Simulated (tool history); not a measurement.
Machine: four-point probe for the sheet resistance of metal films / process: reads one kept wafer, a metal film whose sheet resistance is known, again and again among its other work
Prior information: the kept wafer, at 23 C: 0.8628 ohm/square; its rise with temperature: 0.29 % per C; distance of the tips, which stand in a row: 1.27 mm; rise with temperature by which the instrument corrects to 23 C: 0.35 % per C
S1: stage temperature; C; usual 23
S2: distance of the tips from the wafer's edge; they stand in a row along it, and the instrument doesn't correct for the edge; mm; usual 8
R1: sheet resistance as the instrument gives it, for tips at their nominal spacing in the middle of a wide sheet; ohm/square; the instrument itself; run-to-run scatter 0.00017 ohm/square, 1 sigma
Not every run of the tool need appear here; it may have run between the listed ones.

run 1 hour=0 | S1=23 S2=8 | R1=0.867017
run 2 hour=32.6 | S1=25 S2=8 | R1=0.865785
run 3 hour=75.9 | S1=23 S2=8 | R1=0.866887
run 4 hour=103.1 | S1=23 S2=41 | R1=0.855935
run 5 hour=125.3 | S1=23 S2=41 | R1=0.856083
run 6 hour=167.4 | S1=23 S2=3 | R1=0.929686
run 7 hour=195 | S1=23 S2=3 | R1=0.92956
run 8 hour=230.9 | S1=31 S2=8 | R1=0.862321
run 9 hour=276 | S1=31 S2=8 | R1=0.862395
run 10 hour=302.2 | S1=31 S2=8 | R1=0.862335
run 11 hour=332.1 | S1=23 S2=8 | R1=0.866661
run 12 hour=359.2 | S1=23 S2=18 | R1=0.857011
run 13 hour=381.3 | S1=23 S2=18 | R1=0.856838
run 14 hour=399.4 | S1=23 S2=8 | R1=0.865934
run 15 hour=441.6 | S1=23 S2=8 | R1=0.865867
run 16 hour=486.6 | S1=23 S2=8 | R1=0.865938
run 17 hour=517.1 | S1=23 S2=8 | R1=0.865898
run 18 hour=537 | S1=23 S2=8 | R1=0.86566
run 19 hour=581.4 | S1=23 S2=8 | R1=0.865674

Predict the results of run 20:
run 20 hour=621.7 | S1=23 S2=19 | R1=?

{"run 20": {"R1": 0.856288}}
The same run, on a tool lacking any hidden state, would have yielded R1 0.865039 ohm/square.

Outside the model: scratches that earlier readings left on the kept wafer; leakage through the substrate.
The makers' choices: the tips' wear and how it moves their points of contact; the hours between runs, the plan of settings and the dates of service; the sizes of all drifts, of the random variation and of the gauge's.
